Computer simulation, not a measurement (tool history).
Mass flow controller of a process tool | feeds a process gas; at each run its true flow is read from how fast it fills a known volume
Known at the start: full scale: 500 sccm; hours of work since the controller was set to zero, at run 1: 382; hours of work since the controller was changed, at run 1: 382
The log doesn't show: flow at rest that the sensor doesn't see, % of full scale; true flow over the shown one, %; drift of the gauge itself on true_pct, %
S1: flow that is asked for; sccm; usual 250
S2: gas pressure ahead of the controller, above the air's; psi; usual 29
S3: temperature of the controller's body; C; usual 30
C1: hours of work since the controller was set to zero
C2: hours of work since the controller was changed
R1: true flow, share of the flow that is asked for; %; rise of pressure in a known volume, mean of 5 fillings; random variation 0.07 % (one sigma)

run 1 hour=0 | S1=250 S2=29 S3=30 | C1=382 C2=382 | R1=98.17
run 2 hour=514.2 | S1=250 S2=29 S3=30 | C1=627 C2=627 | R1=98.08
run 3 hour=772.5 | S1=250 S2=29 S3=30 | C1=750 C2=750 | R1=98
run 4 hour=1067.1 | S1=250 S2=29 S3=30 | C1=891 C2=891 | R1=97.86
run 5 hour=1547.4 | S1=250 S2=29 S3=30 | C1=1120 C2=1120 | R1=97.73
run 6 hour=1942.7 | S1=250 S2=29 S3=30 | C1=1308 C2=1308 | R1=97.61
run 7 hour=2227.3 | S1=250 S2=29 S3=23 | C1=1444 C2=1444 | R1=97.79
run 8 hour=2556.9 | S1=250 S2=29 S3=23 | C1=1601 C2=1601 | R1=97.84
run 9 hour=2891.1 | S1=250 S2=29 S3=23 | C1=1761 C2=1761 | R1=97.76
run 10 hour=3347.8 | S1=250 S2=29 S3=23 | C1=1979 C2=1979 | R1=97.59
run 11 hour=3785.2 | S1=250 S2=29 S3=30 | C1=2187 C2=2187 | R1=97.12
run 12 hour=4043.2 | S1=250 S2=29 S3=21 | C1=2310 C2=2310 | R1=97.59
run 13 hour=4405.2 | S1=250 S2=29 S3=30 | C1=2483 C2=2483 | R1=97.06
run 14 hour=4786.5 | S1=250 S2=29 S3=38 | C1=2665 C2=2665 | R1=96.5
run 15 hour=5017 | S1=250 S2=29 S3=38 | C1=2775 C2=2775 | R1=96.51
run 16 hour=5278.7 | S1=250 S2=29 S3=38 | C1=2899 C2=2899 | R1=96.49
run 17 hour=5555.9 | S1=250 S2=29 S3=38 | C1=3032 C2=3032 | R1=96.34
run 18 hour=5818.2 | S1=250 S2=26.1 S3=30 | C1=3157 C2=3157 | R1=96.65
run 19 hour=6160.5 | S1=250 S2=26.1 S3=30 | C1=3320 C2=3320 | R1=96.54
run 20 hour=6429.7 | S1=446 S2=29 S3=30 | C1=3448 C2=3448 | R1=97.77
run 21 hour=6993.9 | S1=446 S2=29 S3=30 | C1=3718 C2=3718 | R1=97.8
run 22 hour=7292.2 | S1=446 S2=29 S3=30 | C1=3860 C2=3860 | R1=97.6
run 23 hour=7668.2 | S1=173 S2=29 S3=30 | C1=4039 C2=4039 | R1=95.15
run 24 hour=8180.9 | S1=173 S2=29 S3=30 | C1=4284 C2=4284 | R1=95.1
run 25 hour=8483.3 | S1=173 S2=29 S3=30 | C1=4428 C2=4428 | R1=95.18
run 26 hour=8839.1 | S1=173 S2=29 S3=30 | C1=4598 C2=4598 | R1=94.93
run 27 hour=9215.6 | S1=303 S2=35.7 S3=35 | C1=4777 C2=4777 | R1=96.19
run 28 hour=9729.3 | S1=303 S2=35.7 S3=35 | C1=5022 C2=5022 | R1=96.12
run 29 hour=10109.7 | S1=303 S2=35.7 S3=35 | C1=5204 C2=5204 | R1=95.96
run 30 hour=10401.2 | S1=62 S2=29 S3=30 | C1=5343 C2=5343 | R1=89.25
run 31 hour=10647.4 | S1=62 S2=29 S3=30 | C1=5460 C2=5460 | R1=89.22
run 32 hour=11150.8 | S1=62 S2=29 S3=30 | C1=5700 C2=5700 | R1=88.82
run 33 hour=11462 | S1=62 S2=29 S3=30 | C1=5849 C2=5849 | R1=88.59
run 34 hour=11962.5 | S1=480 S2=29 S3=33 | C1=6087 C2=6087 | R1=96.9
run 35 hour=12336.3 | S1=480 S2=29 S3=33 | C1=6266 C2=6266 | R1=96.83
run 36 hour=12845.8 | S1=480 S2=38.4 S3=35 | C1=6509 C2=6509 | R1=96.82
run 37 hour=13381.7 | S1=136 S2=29 S3=30 | C1=6764 C2=6764 | R1=92.41
run 38 hour=13861 | S1=136 S2=29 S3=30 | C1=6993 C2=6993 | R1=92.07
run 39 hour=14201.7 | S1=136 S2=29 S3=30 | C1=7155 C2=7155 | R1=92.09
run 40 hour=14545.7 | S1=136 S2=29 S3=30 | C1=7319 C2=7319 | R1=91.82
run 41 hour=15082.4 | S1=136 S2=29 S3=27 | C1=7575 C2=7575 | R1=91.78
run 42 hour=15378.8 | S1=74 S2=33.6 S3=34 | C1=7717 C2=7717 | R1=87.28
-- hour=15706.5 controller's zero set anew
run 43 hour=15757.1 | S1=140 S2=30 S3=35 | C1=24 C2=7897 | R1=96.15
-- hour=15784.9 controller exchanged for a calibrated one
run 44 hour=16002.5 | S1=333 S2=23.5 S3=27 | C1=104 C2=104 | R1=99.37
run 45 hour=16302.4 | S1=333 S2=23.5 S3=32 | C1=247 C2=247 | R1=99.08
run 46 hour=16805.7 | S1=333 S2=39.5 S3=35 | C1=487 C2=487 | R1=99.08
run 47 hour=17283.2 | S1=333 S2=39.5 S3=22 | C1=715 C2=715 | R1=99.7

4 ways to go on from here, each from the tool as it stands after run 47. What would each give?
run A hour=17772.3 | S1=68 S2=39.5 S3=27 | C1=948 C2=948 | R1=?
run B hour=17772.3 | S1=53 S2=27.1 S3=31 | C1=948 C2=948 | R1=?
run C hour=17772.3 | S1=333 S2=39 S3=22 | C1=948 C2=948 | R1=?
run D hour=17772.3 | S1=56 S2=40.3 S3=26 | C1=948 C2=948 | R1=?

run=A R1=97.29
run=B R1=96.41
run=C R1=99.56
run=D R1=97
Without the tool's hidden state the same runs would have given:
run=A R1=98.46
run=B R1=97.95
run=C R1=99.68
run=D R1=98.45

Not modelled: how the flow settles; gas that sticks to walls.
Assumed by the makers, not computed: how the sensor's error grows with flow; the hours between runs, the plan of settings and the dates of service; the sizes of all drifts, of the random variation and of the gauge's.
